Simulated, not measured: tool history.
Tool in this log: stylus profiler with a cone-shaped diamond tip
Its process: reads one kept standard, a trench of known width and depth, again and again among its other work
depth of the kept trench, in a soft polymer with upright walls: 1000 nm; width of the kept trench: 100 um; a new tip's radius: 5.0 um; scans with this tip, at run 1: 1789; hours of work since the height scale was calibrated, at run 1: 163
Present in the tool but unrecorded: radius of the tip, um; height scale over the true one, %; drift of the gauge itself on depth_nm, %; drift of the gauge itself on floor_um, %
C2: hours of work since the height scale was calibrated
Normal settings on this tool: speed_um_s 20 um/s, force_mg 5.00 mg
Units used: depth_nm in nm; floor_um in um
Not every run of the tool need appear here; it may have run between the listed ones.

Run 1, hour 0.0: usual settings; scans with this tip 1789; C2 163. Result: depth_nm 1025.13 nm, floor_um 93.48 um.
Run 2, hour 11.2: usual settings; scans with this tip 1846; C2 168. Result: depth_nm 1025.30 nm, floor_um 93.48 um.
Run 3, hour 27.4: usual settings; scans with this tip 1928; C2 175. Result: depth_nm 1024.66 nm, floor_um 93.43 um.
Run 4, hour 39.8: usual settings; scans with this tip 1990; C2 181. Result: depth_nm 1024.85 nm, floor_um 93.39 um.
Run 5, hour 49.7: usual settings; scans with this tip 2041; C2 185. Result: depth_nm 1025.97 nm, floor_um 93.39 um.
Run 6, hour 60.1: usual settings but speed_um_s 6 um/s, force_mg 12.26 mg; scans with this tip 2094; C2 190. Result: depth_nm 1045.43 nm, floor_um 93.45 um.
Run 7, hour 74.8: usual settings but speed_um_s 6 um/s, force_mg 12.26 mg; scans with this tip 2168; C2 197. Result: depth_nm 1045.31 nm, floor_um 93.40 um.
Run 8, hour 85.9: usual settings but force_mg 7.95 mg; scans with this tip 2224; C2 202. Result: depth_nm 1033.90 nm, floor_um 93.41 um.
Run 9, hour 100.0: usual settings but speed_um_s 7 um/s, force_mg 1.86 mg; scans with this tip 2296; C2 209. Result: depth_nm 1013.49 nm, floor_um 93.41 um.
Run 10, hour 111.1: usual settings but speed_um_s 70 um/s, force_mg 2.93 mg; scans with this tip 2352; C2 214. Result: depth_nm 1018.07 nm, floor_um 93.19 um.

Forecast each of these 4 alternatives for the next run:
Run A, hour 126.5: usual settings but speed_um_s 17 um/s; scans with this tip 2430; C2 221. Result: depth_nm ?, floor_um ?.
Run B, hour 126.5: usual settings but speed_um_s 7 um/s, force_mg 1.99 mg; scans with this tip 2430; C2 221. Result: depth_nm ?, floor_um ?.
Run C, hour 126.5: usual settings but speed_um_s 25 um/s, force_mg 5.78 mg; scans with this tip 2430; C2 221. Result: depth_nm ?, floor_um ?.
Run D, hour 126.5: usual settings but speed_um_s 53 um/s, force_mg 4.88 mg; scans with this tip 2430; C2 221. Result: depth_nm ?, floor_um ?.

run  depth_nm  floor_um
  A   1025.39     93.27
  B   1014.05     93.28
  C   1028.00     93.27
  D   1025.17     93.26
Take away the tool's hidden state, keep each run's random variation, and the runs would have read:
run  depth_nm  floor_um
  A   1024.50     93.90
  B   1013.17     93.91
  C   1027.11     93.90
  D   1024.28     93.89
